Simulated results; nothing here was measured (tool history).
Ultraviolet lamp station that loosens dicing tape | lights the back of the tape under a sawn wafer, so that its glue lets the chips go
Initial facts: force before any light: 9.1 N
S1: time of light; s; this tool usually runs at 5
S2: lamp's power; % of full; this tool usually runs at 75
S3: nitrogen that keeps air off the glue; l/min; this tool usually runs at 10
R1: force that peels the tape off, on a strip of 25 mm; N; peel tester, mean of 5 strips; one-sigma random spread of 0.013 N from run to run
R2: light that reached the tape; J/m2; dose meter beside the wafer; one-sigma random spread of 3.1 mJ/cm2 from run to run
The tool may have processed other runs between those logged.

{"run": 1, "hour": 0.0, "S1": 5, "S2": 75, "S3": 10, "R1": 1.297, "R2": 3280}
{"run": 2, "hour": 68.1, "S1": 5, "S2": 75, "S3": 10, "R1": 1.374, "R2": 3190}
{"run": 3, "hour": 137.8, "S1": 5, "S2": 75, "S3": 10, "R1": 1.497, "R2": 3030}
{"hour": 165.8, "done": "lamp changed"}
{"run": 4, "hour": 195.0, "S1": 5, "S2": 75, "S3": 10, "R1": 0.731, "R2": 4410}
{"run": 5, "hour": 257.0, "S1": 5, "S2": 75, "S3": 10, "R1": 0.756, "R2": 4290}
{"run": 6, "hour": 299.4, "S1": 5, "S2": 75, "S3": 10, "R1": 0.764, "R2": 4270}
{"run": 7, "hour": 376.2, "S1": 3, "S2": 75, "S3": 10, "R1": 2.019, "R2": 2460}
{"run": 8, "hour": 419.6, "S1": 5, "S2": 65, "S3": 10, "R1": 1.147, "R2": 3530}
{"run": 9, "hour": 479.6, "S1": 5, "S2": 65, "S3": 10, "R1": 1.208, "R2": 3400}
{"run": 10, "hour": 529.1, "S1": 5, "S2": 65, "S3": 10, "R1": 1.266, "R2": 3320}
{"hour": 593.4, "done": "window cleaned of glue's vapour"}
{"run": 11, "hour": 611.7, "S1": 5, "S2": 65, "S3": 5, "R1": 2.111, "R2": 2900}
{"run": 12, "hour": 658.7, "S1": 5, "S2": 65, "S3": 5, "R1": 2.215, "R2": 2820}
{"run": 13, "hour": 726.3, "S1": 5, "S2": 65, "S3": 5, "R1": 2.271, "R2": 2760}
{"run": 14, "hour": 787.2, "S1": 5, "S2": 62, "S3": 5, "R1": 2.589, "R2": 2590}
{"hour": 843.8, "done": "window cleaned of glue's vapour, once more"}
{"run": 15, "hour": 856.4, "S1": 5, "S2": 62, "S3": 5, "R1": 1.798, "R2": 3240}
{"run": 16, "hour": 936.6, "S1": 5, "S2": 62, "S3": 5, "R1": 1.949, "R2": 3140}
{"run": 17, "hour": 1006.1, "S1": 5, "S2": 62, "S3": 5, "R1": 2.065, "R2": 3000}
{"run": 18, "hour": 1057.9, "S1": 5, "S2": 62, "S3": 5, "R1": 2.127, "R2": 2920}
{"run": 19, "hour": 1122.6, "S1": 5, "S2": 62, "S3": 5, "R1": 2.198, "R2": 2890}
{"run": 20, "hour": 1204.9, "S1": 5, "S2": 75, "S3": 16, "R1": 1.074, "R2": 3310}
{"run": 21, "hour": 1255.8, "S1": 4, "S2": 75, "S3": 16, "R1": 1.607, "R2": 2570}
{"hour": 1265.3, "done": "lamp changed"}
{"run": 22, "hour": 1336.6, "S1": 5, "S2": 75, "S3": 12, "R1": 0.679, "R2": 4350}
{"run": 23, "hour": 1383.5, "S1": 3, "S2": 86, "S3": 3, "R1": 2.696, "R2": 2900}
{"run": 24, "hour": 1475.4, "S1": 3, "S2": 62, "S3": 8, "R1": 2.814, "R2": 2010}
{"run": 25, "hour": 1542.5, "S1": 8, "S2": 97, "S3": 10, "R1": 0.24, "R2": 8240}
{"run": 26, "hour": 1596.0, "S1": 3, "S2": 64, "S3": 9, "R1": 2.724, "R2": 1980}
{"run": 27, "hour": 1657.6, "S1": 5, "S2": 64, "S3": 10, "R1": 1.367, "R2": 3270}
{"run": 28, "hour": 1720.4, "S1": 5, "S2": 64, "S3": 10, "R1": 1.373, "R2": 3160}
{"hour": 1727.7, "done": "window cleaned of glue's vapour"}
{"run": 29, "hour": 1780.4, "S1": 5, "S2": 64, "S3": 10, "R1": 1.187, "R2": 3430}
{"run": 30, "hour": 1869.6, "S1": 4, "S2": 79, "S3": 9, "R1": 1.374, "R2": 3280}
{"run": 31, "hour": 1950.1, "S1": 4, "S2": 79, "S3": 9, "R1": 1.489, "R2": 3100}
{"run": 32, "hour": 2022.4, "S1": 5, "S2": 65, "S3": 10, "R1": 1.398, "R2": 3080}
{"run": 33, "hour": 2063.6, "S1": 4, "S2": 64, "S3": 10, "R1": 2.079, "R2": 2360}
{"run": 34, "hour": 2152.9, "S1": 5, "S2": 99, "S3": 7, "R1": 0.901, "R2": 4430}
{"run": 35, "hour": 2190.6, "S1": 5, "S2": 99, "S3": 7, "R1": 0.91, "R2": 4340}
{"run": 36, "hour": 2254.6, "S1": 4, "S2": 61, "S3": 17, "R1": 2.118, "R2": 2040}
{"run": 37, "hour": 2335.8, "S1": 4, "S2": 61, "S3": 17, "R1": 2.269, "R2": 1970}
{"hour": 2365.0, "done": "lamp changed"}
{"run": 38, "hour": 2422.2, "S1": 4, "S2": 61, "S3": 17, "R1": 1.467, "R2": 2670}
{"run": 39, "hour": 2498.5, "S1": 5, "S2": 70, "S3": 6, "R1": 1.295, "R2": 3760}
{"run": 40, "hour": 2586.9, "S1": 7, "S2": 79, "S3": 6, "R1": 0.579, "R2": 5750}
{"hour": 2614.3, "done": "window cleaned of glue's vapour"}
{"run": 41, "hour": 2628.7, "S1": 7, "S2": 79, "S3": 6, "R1": 0.442, "R2": 6470}
{"run": 42, "hour": 2679.6, "S1": 7, "S2": 79, "S3": 6, "R1": 0.473, "R2": 6280}

For run 43, what comes out?
{"run": 43, "hour": 2771.6, "S1": 6, "S2": 75, "S3": 10, "R1": "?", "R2": "?"}

Run 43 yielded R1 0.558 N, R2 4880 J/m2.
Minus the tool's unlogged condition, the same run would have read R1 0.396 N, R2 5750 J/m2.

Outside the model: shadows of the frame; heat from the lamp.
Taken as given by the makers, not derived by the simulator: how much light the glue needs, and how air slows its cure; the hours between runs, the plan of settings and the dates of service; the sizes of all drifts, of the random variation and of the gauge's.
